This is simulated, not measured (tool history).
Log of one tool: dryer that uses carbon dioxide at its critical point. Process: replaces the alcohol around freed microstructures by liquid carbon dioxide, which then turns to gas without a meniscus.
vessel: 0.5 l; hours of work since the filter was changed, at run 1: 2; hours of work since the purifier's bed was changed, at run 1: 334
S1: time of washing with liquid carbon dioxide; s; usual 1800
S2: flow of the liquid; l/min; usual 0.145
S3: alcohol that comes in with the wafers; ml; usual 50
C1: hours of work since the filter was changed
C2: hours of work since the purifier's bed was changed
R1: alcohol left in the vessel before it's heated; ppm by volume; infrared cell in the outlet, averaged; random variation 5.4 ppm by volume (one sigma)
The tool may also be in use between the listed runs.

run    hour    S1     S2   S3   C1   C2    R1
  1       0  1800  0.145   50    2  334   187
  2    27.4  1800  0.145   50   15  346   194
  3    44.3  1800  0.145   50   23  354   202
  4    62.2  1800  0.145   50   31  363   210
  5    99.3  1800  0.145   50   48  380   216
  6     124  1800  0.145   50   60  391   224
  7   149.3  1800  0.145   50   72  403   236
  8   174.1  1800  0.145   50   83  415   223
  9   207.4  1800  0.145   50   98  430   244
 10     231  1800  0.145   50  109  441   247
 11   257.8  1800  0.145   50  122  454   259
 12   292.6  1800  0.145   50  138  470   270
 13   313.7  1800  0.145   69  148  479   352
 14     348  1800  0.145   69  164  495   373
 15   379.4  1800  0.145   69  178  510   376
 16   403.3  1800  0.145   69  190  521   391
 17   436.8  1800  0.145   69  205  537   405
        446  -- inlet filter changed
 18   460.5  1800  0.145   69    7  547   285
 19     482  1800  0.145   69   17  557   288
 20   513.2  1800  0.145   43   31  572   216
 21   542.1  2040  0.145   50   45  585   158
 22   573.5  2040  0.145   50   59  600   160
 23   597.9  2040  0.145   50   71  611   146
 24   634.4  1740  0.145   50   88  628   313
 25   665.7  1380  0.145   26  102  643   495
 26   702.9  1800  0.177   52  119  660   147
 27   721.4  1800  0.103   48  128  668  1381
 28   742.4  1800  0.103   48  138  678  1341
 29   779.2  1800  0.103   48  155  695  1421
 30   807.2  1800  0.103   48  168  708  1444
 31   825.4  2520  0.103   48  176  717   360
 32   864.4  1380  0.103   87  194  735  6968
        894  -- inlet filter changed
 33     894  1200  0.172   87    0  748  1008
 34   929.2  1200  0.172   87   16  765   994
 35   949.3  2460  0.108   50   26  774   262
 36   970.3  1800  0.171   78   35  784   174
 37  1000.6  1800  0.171   78   50  798   192
 38  1024.4  2820  0.141   78   61  809   128
 39  1043.2  2580  0.209   48   69  818   121
 40    1073  1800  0.168   50   83  831   183
 41  1100.9  2400  0.174  113   96  844   130
 42  1137.7  1800  0.213   66  113  861   137
 43    1164  1560  0.093   50  125  874  3581
 44  1185.6  1560  0.093   50  135  884  3655
 45  1210.6  1560  0.093   50  147  895  3670
 46  1248.6  1140  0.174   50  165  913  1004
 47  1278.5  1140  0.174   50  179  927  1029

Forecast each of these 4 alternatives for the next run:
  A  1309.1  1800  0.145   70  193  941   ?
  B  1309.1  1140  0.234  112  193  941   ?
  C  1309.1  1140  0.199   23  193  941   ?
  D  1309.1  1140  0.174   77  193  941   ?

run    R1
  A   456
  B   496
  C   363
  D  1573
Without the tool's hidden state the same runs would have given:
run   R1
  A  188
  B  206
  C  143
  D  946
